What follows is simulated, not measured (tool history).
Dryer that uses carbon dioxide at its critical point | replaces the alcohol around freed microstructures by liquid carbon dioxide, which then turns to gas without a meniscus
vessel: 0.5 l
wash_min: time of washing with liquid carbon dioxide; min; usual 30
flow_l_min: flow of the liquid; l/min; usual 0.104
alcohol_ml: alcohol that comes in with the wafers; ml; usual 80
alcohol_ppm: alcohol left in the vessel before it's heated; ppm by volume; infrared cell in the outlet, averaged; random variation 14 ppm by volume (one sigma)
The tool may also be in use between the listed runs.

Run 1, hour 0.0: usual settings. Result: alcohol_ppm 1395 ppm by volume.
Run 2, hour 19.3: usual settings. Result: alcohol_ppm 1474 ppm by volume.
Run 3, hour 32.9: usual settings. Result: alcohol_ppm 1440 ppm by volume.
Run 4, hour 46.0: usual settings. Result: alcohol_ppm 1571 ppm by volume.
Run 5, hour 66.1: usual settings. Result: alcohol_ppm 1605 ppm by volume.
Run 6, hour 78.3: usual settings. Result: alcohol_ppm 1628 ppm by volume.
Run 7, hour 104.4: usual settings. Result: alcohol_ppm 1775 ppm by volume.
Run 8, hour 131.3: usual settings. Result: alcohol_ppm 1898 ppm by volume.
Run 9, hour 149.9: usual settings. Result: alcohol_ppm 1974 ppm by volume.
Run 10, hour 163.7: usual settings. Result: alcohol_ppm 2010 ppm by volume.
Run 11, hour 189.9: usual settings. Result: alcohol_ppm 2093 ppm by volume.
At hour 204.7: inlet filter changed.
Run 12, hour 210.8: usual settings. Result: alcohol_ppm 1049 ppm by volume.
Run 13, hour 224.7: usual settings. Result: alcohol_ppm 1089 ppm by volume.
Run 14, hour 239.2: usual settings but alcohol_ml 21 ml. Result: alcohol_ppm 431 ppm by volume.
Run 15, hour 253.6: usual settings. Result: alcohol_ppm 1219 ppm by volume.
Run 16, hour 279.4: usual settings but wash_min 47 min, flow_l_min 0.073 l/min, alcohol_ml 64 ml. Result: alcohol_ppm 687 ppm by volume.
Run 17, hour 302.9: usual settings but wash_min 47 min, flow_l_min 0.073 l/min, alcohol_ml 64 ml. Result: alcohol_ppm 725 ppm by volume.
Run 18, hour 329.4: usual settings but wash_min 47 min, flow_l_min 0.073 l/min, alcohol_ml 109 ml. Result: alcohol_ppm 1188 ppm by volume.
Run 19, hour 346.7: usual settings but wash_min 18 min, flow_l_min 0.138 l/min. Result: alcohol_ppm 3843 ppm by volume.
Run 20, hour 365.1: usual settings but wash_min 40 min, flow_l_min 0.138 l/min, alcohol_ml 63 ml. Result: alcohol_ppm 205 ppm by volume.
Run 21, hour 389.5: usual settings but wash_min 40 min, flow_l_min 0.138 l/min, alcohol_ml 63 ml. Result: alcohol_ppm 230 ppm by volume.
Run 22, hour 403.7: usual settings but wash_min 40 min, flow_l_min 0.138 l/min, alcohol_ml 63 ml. Result: alcohol_ppm 222 ppm by volume.
Run 23, hour 417.4: usual settings but wash_min 40 min, flow_l_min 0.066 l/min, alcohol_ml 63 ml. Result: alcohol_ppm 2719 ppm by volume.
Run 24, hour 434.6: usual settings but wash_min 40 min, flow_l_min 0.066 l/min, alcohol_ml 63 ml. Result: alcohol_ppm 2621 ppm by volume.
Run 25, hour 456.3: usual settings but wash_min 40 min, flow_l_min 0.066 l/min, alcohol_ml 63 ml. Result: alcohol_ppm 2802 ppm by volume.
Run 26, hour 473.9: usual settings but wash_min 22 min, flow_l_min 0.072 l/min, alcohol_ml 79 ml. Result: alcohol_ppm 16406 ppm by volume.
Run 27, hour 486.6: usual settings but wash_min 37 min, alcohol_ml 39 ml. Result: alcohol_ppm 536 ppm by volume.
Run 28, hour 509.4: usual settings but wash_min 37 min, alcohol_ml 39 ml. Result: alcohol_ppm 541 ppm by volume.
Run 29, hour 533.8: usual settings but wash_min 20 min, alcohol_ml 24 ml. Result: alcohol_ppm 2896 ppm by volume.

3 ways to go on from here, each from the tool as it stands after run 29. What would each give?
At hour 541.7: inlet filter changed.
Run A, hour 556.3: usual settings but wash_min 20 min, alcohol_ml 52 ml. Result: alcohol_ppm ?.
At hour 541.7: inlet filter changed.
Run B, hour 556.3: usual settings but wash_min 20 min, flow_l_min 0.068 l/min, alcohol_ml 24 ml. Result: alcohol_ppm ?.
At hour 541.7: inlet filter changed.
Run C, hour 556.3: usual settings but flow_l_min 0.139 l/min. Result: alcohol_ppm ?.

run  alcohol_ppm
  A         3465
  B         5233
  C          371
Without the tool's hidden state the same runs would have given:
run  alcohol_ppm
  A         3160
  B         4921
  C          152
